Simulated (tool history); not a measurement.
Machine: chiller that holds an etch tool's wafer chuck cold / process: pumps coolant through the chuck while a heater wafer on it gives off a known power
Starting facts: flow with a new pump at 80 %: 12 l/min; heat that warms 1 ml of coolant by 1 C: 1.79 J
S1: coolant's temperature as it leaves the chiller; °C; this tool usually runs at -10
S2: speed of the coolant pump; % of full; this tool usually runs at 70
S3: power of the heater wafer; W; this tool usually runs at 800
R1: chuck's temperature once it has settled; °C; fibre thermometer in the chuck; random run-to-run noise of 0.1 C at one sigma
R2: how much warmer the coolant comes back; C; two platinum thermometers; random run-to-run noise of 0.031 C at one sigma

| run | day | S1 | S2 | S3 | R1 | R2 |
|---|---|---|---|---|---|---|
| 1 | 0 | -10 | 70 | 800 | 0.2 | 2.79 |
| 2 | 1.704 | -5 | 70 | 800 | 5.2 | 2.82 |
| 3 | 4.562 | -5 | 70 | 800 | 5.2 | 2.83 |
|  | 5.146 | coolant changed, channels flushed |
| 4 | 6.708 | -10 | 63 | 800 | 0.4 | 3.24 |
|  | 7.346 | chiller's thermometer calibrated |
| 5 | 9.921 | -16 | 63 | 800 | -5 | 3.19 |
| 6 | 12.242 | -10 | 70 | 425 | -4.8 | 1.53 |
| 7 | 13.867 | -10 | 71 | 425 | -4.8 | 1.42 |
| 8 | 16.275 | -10 | 70 | 1063 | 3.1 | 3.84 |
|  | 16.754 | coolant pump overhauled |
| 9 | 18.192 | -13 | 70 | 800 | -2.4 | 3.11 |
| 10 | 19.896 | -12 | 85 | 441 | -7.1 | 1.38 |
| 11 | 22.417 | -12 | 85 | 441 | -7.2 | 1.4 |
| 12 | 23.908 | -12 | 85 | 441 | -7.3 | 1.29 |
| 13 | 25.521 | -10 | 73 | 755 | -0.3 | 2.83 |
| 14 | 28.05 | -10 | 73 | 755 | -0.3 | 2.85 |

Below are 3 alternative next runs, each starting from the tool's condition after run 14. Predict each:
| A | 29.875 | -18 | 73 | 755 | ? | ? |
| B | 29.875 | -14 | 70 | 409 | ? | ? |
| C | 29.875 | -11 | 93 | 683 | ? | ? |

| run | R1 | R2 |
|---|---|---|
| A | -8.3 | 2.77 |
| B | -8.4 | 1.59 |
| C | -4.2 | 1.94 |
With no hidden state in the tool, these same runs would have given:
| run | R1 | R2 |
|---|---|---|
| A | -9.9 | 2.29 |
| B | -9.3 | 1.31 |
| C | -5.3 | 1.6 |

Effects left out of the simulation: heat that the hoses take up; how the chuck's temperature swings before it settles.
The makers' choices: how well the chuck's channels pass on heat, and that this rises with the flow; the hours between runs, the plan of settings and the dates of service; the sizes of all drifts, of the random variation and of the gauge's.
